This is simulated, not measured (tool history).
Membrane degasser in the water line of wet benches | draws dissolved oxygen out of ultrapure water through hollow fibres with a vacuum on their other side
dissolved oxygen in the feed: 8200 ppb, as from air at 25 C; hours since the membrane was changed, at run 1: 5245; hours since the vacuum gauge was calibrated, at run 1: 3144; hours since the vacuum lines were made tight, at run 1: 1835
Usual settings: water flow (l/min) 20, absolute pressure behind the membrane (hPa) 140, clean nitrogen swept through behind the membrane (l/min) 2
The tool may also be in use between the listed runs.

run,hour,water flow (l/min),absolute pressure behind the membrane (hPa),clean nitrogen swept through behind the membrane (l/min),hours since the membrane was changed,hours since the vacuum gauge was calibrated,hours since the vacuum lines were made tight,dissolved oxygen in the water behind the degasser (ppb),pressure that the water loses in the fibres (hPa)
1,0,20,140,2,5245,3144,1835,259.1,604
2,77.5,23,140,2,5323,3222,1913,295.7,696.9
3,204.7,23,140,2,5450,3349,2040,296.3,695.1
4,330.6,23,140,2,5576,3475,2166,297.5,693.7
5,472.7,20,140,2.98,5718,3617,2308,183.2,605.8
6,558.1,20,140,2.98,5803,3702,2393,182.3,608.4
7,652.7,20,140,2.98,5898,3797,2488,181.9,601.7
8,748.7,16,140,2,5994,3893,2584,207.5,483.7
9,882.6,20,140,3.25,6128,4027,2718,168.4,610.4
10,999.5,20,140,2.31,6245,4144,2835,226.5,603.6
11,1083.5,20,140,2.31,6329,4228,2919,228.3,609.2
12,1188,20,140,2.31,6433,4332,3023,229.4,607.3
13,1323.9,20,140,2.31,6569,4468,3159,230.8,613.1
14,1444.9,20,140,2.31,6690,4589,3280,229.6,612.7
15,1548.7,20,140,2.31,6794,4693,3384,227.6,607.2
16,1696.9,20,140,2.31,6942,4841,3532,228.6,609.3
17,1841.2,20,140,5.77,7086,4985,3676,101.4,607.9
18,1941.9,20,140,5.77,7187,5086,3777,100.8,612
19,2102,13,143,2.32,7347,5246,3937,153.2,399
# hour 2173.3: vacuum gauge calibrated
20,2210.7,13,143,4.03,7455,37,4045,90.2,398.2
21,2277.1,30,330,1.09,7522,104,4112,1500.6,912.7

The next listed run, before its measurement:
22,2421.2,14,330,1.09,7666,248,4256,?,?

{"run 22": {"dissolved oxygen in the water behind the degasser (ppb)": 821.7, "pressure that the water loses in the fibres (hPa)": 429.4}}
Without the tool's hidden state the same run would have given dissolved oxygen in the water behind the degasser (ppb) 812.6, pressure that the water loses in the fibres (hPa) 413.8.
